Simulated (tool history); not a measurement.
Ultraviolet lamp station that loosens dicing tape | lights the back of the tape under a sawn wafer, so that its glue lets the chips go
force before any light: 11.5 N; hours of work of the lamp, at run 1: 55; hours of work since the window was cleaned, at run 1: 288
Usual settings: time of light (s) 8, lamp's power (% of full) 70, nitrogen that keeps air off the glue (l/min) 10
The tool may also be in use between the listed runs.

run    hour  time of light (s)  lamp's power (% of full)  nitrogen that keeps air off the glue (l/min)  hours of work of the lamp  hours of work since the window was cleaned  force that peels the tape off (N)  light that reached the tape (mJ/cm²)
  1     0.0                  8                        70                                            10                         55                                         288                              1.796                                   158
  2    53.5                  7                        70                                            10                         85                                         319                              2.388                                   136
  3    83.1                  7                        70                                            10                        102                                         336                              2.439                                   134
  4   137.6                  8                        70                                            10                        134                                         367                              2.004                                   154
  5   197.9                 13                        70                                            10                        168                                         402                              0.833                                   234
  6   250.1                  8                        70                                            10                        198                                         432                              2.192                                   139
  7   275.7                  5                        70                                            10                        213                                         446                              4.130                                    89
      295.6  -- window cleaned of glue's vapour
  8   305.0                  8                        70                                            10                        229                                           5                              2.398                                   134
  9   359.2                  8                        70                                            10                        260                                          37                              2.435                                   134
      407.4  -- window cleaned of glue's vapour, once more
 10   412.4                 11                        70                                            10                        291                                           3                              0.930                                   215
 11   447.5                 11                        70                                            10                        311                                          23                              0.952                                   216
 12   476.3                  8                        70                                             8                        327                                          40                              2.187                                   155
 13   539.1                  8                        70                                             8                        363                                          76                              2.343                                   152
 14   583.9                  9                        70                                            10                        389                                         101                              1.779                                   161
 15   643.6                  9                        89                                            10                        423                                         136                              1.079                                   199
 16   704.9                  9                        89                                             6                        458                                         171                              1.788                                   194
 17   766.4                  9                        89                                             6                        494                                         206                              1.847                                   192
 18   800.2                  8                        70                                            10                        513                                         225                              2.485                                   133
 19   834.7                  8                        70                                            10                        533                                         245                              2.583                                   128
 20   868.7                  8                        70                                            10                        552                                         265                              2.589                                   127
 21   930.4                  8                        70                                            10                        588                                         300                              2.811                                   123
 22   978.6                  4                        76                                             7                        616                                         328                              5.835                                    63
 23  1037.0                  4                        76                                             7                        649                                         361                              5.898                                    64
 24  1076.4                  6                        99                                            17                        672                                         384                              2.206                                   119
 25  1102.4                 14                        70                                             4                        687                                         399                              2.266                                   194
 26  1138.8                 14                        70                                             4                        707                                         420                              2.356                                   193
 27  1175.2                 14                        70                                             4                        728                                         441                              2.462                                   187
 28  1201.1                 10                        70                                             6                        743                                         455                              3.098                                   130
     1206.6  -- window cleaned of glue's vapour
 29  1263.9                  8                        83                                             9                        779                                          33                              2.385                                   143
 30  1293.1                  7                        70                                             4                        796                                          50                              4.748                                   103
 31  1334.0                  7                        70                                             4                        819                                          73                              4.955                                   102
 32  1394.6                  7                        70                                             4                        854                                         108                              5.197                                    96
 33  1445.3                  5                        75                                             4                        883                                         137                              6.282                                    70
 34  1484.0                  8                        70                                            10                        905                                         159                              3.387                                   111
 35  1523.7                  8                        70                                            17                        928                                         182                              2.551                                   107
 36  1555.5                  6                        85                                             6                        946                                         200                              4.523                                    92
 37  1602.0                 12                        60                                             6                        973                                         227                              3.257                                   130
 38  1632.3                 15                        60                                            14                        990                                         244                              1.468                                   159
 39  1678.2                 15                        60                                            14                       1017                                         271                              1.571                                   159
 40  1734.6                  6                        70                                            10                       1049                                         303                              5.157                                    73
     1770.3  -- lamp changed
 41  1781.4                  8                        67                                            10                          6                                         329                              1.985                                   146
 42  1817.6                  8                        67                                            10                         27                                         350                              2.063                                   145

How the hidden state differs across the entries between the runs, from the last listed run before each to the first after it:
Between runs 7 and 8: window cleaned of glue's vapour (hour 295.6)
  lamp's light, % of a new lamp's: 90.4 -> 89.7; light that the window lets through, % of a clean one's: 85.5 -> 82
  measured less the result without the state, force that peels the tape off (N): +1.069 -> +0.999; light that reached the tape (mJ/cm²): -26 -> -48
Between runs 9 and 10: window cleaned of glue's vapour, once more (hour 407.4)
  lamp's light, % of a new lamp's: 88.4 -> 87.1; light that the window lets through, % of a clean one's: 81 -> 99.3
  measured less the result without the state, force that peels the tape off (N): +1.075 -> +0.277; light that reached the tape (mJ/cm²): -52 -> -33
Between runs 28 and 29: window cleaned of glue's vapour (hour 1206.6)
  lamp's light, % of a new lamp's: 69.3 -> 67.9; light that the window lets through, % of a clean one's: 84.8 -> 98.2
  measured less the result without the state, force that peels the tape off (N): +1.799 -> +1.282; light that reached the tape (mJ/cm²): -93 -> -71
Between runs 40 and 41: lamp changed (hour 1770.3)
  lamp's light, % of a new lamp's: 57.2 -> 97.4; light that the window lets through, % of a clean one's: 89.8 -> 88.9
  measured less the result without the state, force that peels the tape off (N): +2.758 -> +0.456; light that reached the tape (mJ/cm²): -66 -> -24
